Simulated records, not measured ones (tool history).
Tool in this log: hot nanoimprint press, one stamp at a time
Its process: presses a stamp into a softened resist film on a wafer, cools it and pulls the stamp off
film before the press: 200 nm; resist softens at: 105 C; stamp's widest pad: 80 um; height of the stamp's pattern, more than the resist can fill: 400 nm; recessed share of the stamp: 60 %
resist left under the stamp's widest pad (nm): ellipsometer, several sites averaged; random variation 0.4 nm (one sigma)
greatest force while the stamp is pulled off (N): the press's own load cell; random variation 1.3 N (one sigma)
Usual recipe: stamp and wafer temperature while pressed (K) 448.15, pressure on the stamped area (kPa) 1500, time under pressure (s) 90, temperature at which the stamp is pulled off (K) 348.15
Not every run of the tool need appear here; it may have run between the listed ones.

| run | hour | stamp and wafer temperature while pressed (K) | pressure on the stamped area (kPa) | time under pressure (s) | temperature at which the stamp is pulled off (K) | resist left under the stamp's widest pad (nm) | greatest force while the stamp is pulled off (N) |
|---|---|---|---|---|---|---|---|
| 1 | 0.0 | 448.15 | 1500 | 90 | 348.15 | 78.3 | 133 |
| 2 | 10.9 | 448.15 | 1500 | 90 | 348.15 | 78.2 | 135 |
| 3 | 27.3 | 448.15 | 1500 | 90 | 348.15 | 78.6 | 133 |
| 4 | 35.3 | 448.15 | 1500 | 90 | 352.15 | 78.6 | 122 |
| 5 | 45.9 | 448.15 | 1500 | 91 | 348.15 | 77.8 | 135 |
| 6 | 54.1 | 448.15 | 1500 | 91 | 348.15 | 78.0 | 133 |
| 7 | 61.7 | 456.15 | 1500 | 91 | 348.15 | 47.6 | 134 |
| 8 | 75.3 | 458.15 | 1500 | 91 | 348.15 | 41.6 | 135 |
| 9 | 90.2 | 458.15 | 1160 | 91 | 348.15 | 47.6 | 134 |
| 10 | 100.1 | 437.15 | 2170 | 130 | 349.15 | 113.6 | 133 |
| 11 | 107.5 | 437.15 | 2000 | 47 | 349.15 | 152.4 | 132 |
| 12 | 118.9 | 457.15 | 1240 | 139 | 355.15 | 39.6 | 112 |

What would each run have given without the hidden state, its run-to-run variation left as it was?
Hidden state at play: true temperature over the reading, C; pressure that arrives at the usual setting, %; grip of the stamp's worn release coat, % over a new coat's; drift of the gauge itself on residual_nm, %; drift of the gauge itself on pull_off_n, %.
| run | resist left under the stamp's widest pad (nm) |
|---|---|
| 1 | 78.4 |
| 2 | 78.4 |
| 3 | 78.9 |
| 4 | 79.0 |
| 5 | 78.2 |
| 6 | 78.4 |
| 7 | 48.0 |
| 8 | 42.0 |
| 9 | 48.1 |
| 10 | 114.7 |
| 11 | 153.9 |
| 12 | 40.1 |
greatest force while the stamp is pulled off (N): as measured in every run.
